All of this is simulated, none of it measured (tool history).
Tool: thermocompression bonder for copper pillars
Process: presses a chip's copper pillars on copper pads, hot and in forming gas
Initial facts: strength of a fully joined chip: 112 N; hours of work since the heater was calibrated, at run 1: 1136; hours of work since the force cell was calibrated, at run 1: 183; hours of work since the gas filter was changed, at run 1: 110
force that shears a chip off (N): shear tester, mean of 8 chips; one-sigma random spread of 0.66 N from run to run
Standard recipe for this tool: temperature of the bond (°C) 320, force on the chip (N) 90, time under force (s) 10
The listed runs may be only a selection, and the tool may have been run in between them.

run	hour	temperature of the bond (°C)	force on the chip (N)	time under force (s)	hours of work since the heater was calibrated	hours of work since the force cell was calibrated	hours of work since the gas filter was changed	force that shears a chip off (N)
1	0.0	320	90	10	1136	183	110	38.0
2	43.3	320	90	17	1158	204	132	47.1
# hour 71.3: heater calibrated with a thermocouple chip
3	101.6	320	90	17	15	233	160	49.6
4	171.0	320	90	17	50	267	195	49.0
5	234.0	320	90	5	82	299	226	30.5
6	302.4	320	90	5	116	333	260	29.8
7	380.4	320	90	5	155	372	300	30.3
8	447.0	320	90	5	188	406	333	29.7
9	486.4	320	130	10	208	426	353	56.8
# hour 494.2: forming gas filter changed
10	544.1	300	130	13	237	454	25	56.3
11	616.7	341	104	18	273	491	61	67.9
12	687.9	303	56	10	309	526	97	19.8
13	760.8	324	107	14	345	563	134	56.5
14	801.6	324	107	14	366	583	154	54.1
15	839.9	316	94	21	385	602	173	52.4
16	877.1	334	90	9	404	621	192	42.7

Consider 4 possible next runs. They are alternatives, not a sequence: every one starts from the tool as it was left by run 16. What does each give?
A	948.9	307	90	9	440	657	228	?
B	948.9	307	66	6	440	657	228	?
C	948.9	297	89	12	440	657	228	?
D	948.9	340	61	9	440	657	228	?

run	force that shears a chip off (N)
A	33.5
B	19.0
C	33.6
D	28.3
The same runs, with their run-to-run variation unchanged, on a tool lacking any hidden condition would have given:
run	force that shears a chip off (N)
A	36.5
B	20.9
C	36.7
D	30.9
